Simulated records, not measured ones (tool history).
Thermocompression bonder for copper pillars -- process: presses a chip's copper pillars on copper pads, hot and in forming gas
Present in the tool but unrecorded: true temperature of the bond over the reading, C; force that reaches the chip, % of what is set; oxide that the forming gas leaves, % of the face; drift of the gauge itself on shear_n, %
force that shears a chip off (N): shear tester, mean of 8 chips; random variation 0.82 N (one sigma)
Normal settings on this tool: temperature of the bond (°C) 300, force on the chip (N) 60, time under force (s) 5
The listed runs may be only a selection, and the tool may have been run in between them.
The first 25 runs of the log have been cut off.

| run | hour | temperature of the bond (°C) | force on the chip (N) | time under force (s) | hours of work since the heater was calibrated | hours of work since the force cell was calibrated | hours of work since the gas filter was changed | force that shears a chip off (N) |
|---|---|---|---|---|---|---|---|---|
| 26 | 1612.8 | 300 | 60 | 15 | 848 | 610 | 107 | 92 |
| 27 | 1680.3 | 300 | 60 | 15 | 899 | 661 | 158 | 89.4 |
|  | 1752.9 | forming gas filter changed |
| 28 | 1770.8 | 273 | 60 | 4 | 967 | 729 | 14 | 47.5 |
| 29 | 1844.5 | 284 | 60 | 3 | 1023 | 785 | 70 | 47.8 |
| 30 | 1904 | 312 | 60 | 3 | 1068 | 830 | 115 | 64.6 |
| 31 | 1991.1 | 304 | 54 | 7 | 1134 | 896 | 181 | 71.5 |
|  | 2037.7 | forming gas filter changed |
| 32 | 2053.6 | 304 | 54 | 7 | 1181 | 943 | 12 | 74.2 |
| 33 | 2118.9 | 304 | 60 | 9 | 1231 | 993 | 62 | 83.4 |
| 34 | 2202.2 | 327 | 44 | 12 | 1294 | 1056 | 125 | 86.6 |
| 35 | 2267.9 | 327 | 44 | 12 | 1344 | 1106 | 175 | 87.8 |
|  | 2323.3 | heater calibrated with a thermocouple chip |
|  | 2323.8 | forming gas filter changed |
| 36 | 2342.5 | 303 | 40 | 4 | 14 | 1161 | 14 | 54.8 |
| 37 | 2436.1 | 300 | 60 | 11 | 85 | 1232 | 85 | 90.4 |
| 38 | 2500.3 | 290 | 48 | 10 | 134 | 1280 | 134 | 72.3 |

Alternative continuations, all from the tool just after run 38; predict every row:
| A | 2565.3 | 313 | 60 | 14 | 183 | 1330 | 183 | ? |
| B | 2565.3 | 276 | 53 | 7 | 183 | 1330 | 183 | ? |
| C | 2565.3 | 286 | 54 | 12 | 183 | 1330 | 183 | ? |
| D | 2565.3 | 300 | 61 | 5 | 183 | 1330 | 183 | ? |
| E | 2565.3 | 300 | 68 | 4 | 183 | 1330 | 183 | ? |

| run | force that shears a chip off (N) |
|---|---|
| A | 100.4 |
| B | 57.6 |
| C | 78.3 |
| D | 71.7 |
| E | 72.4 |
With no hidden state in the tool, these same runs would have given:
| run | force that shears a chip off (N) |
|---|---|
| A | 103.9 |
| B | 58.9 |
| C | 80.5 |
| D | 73.5 |
| E | 74.2 |
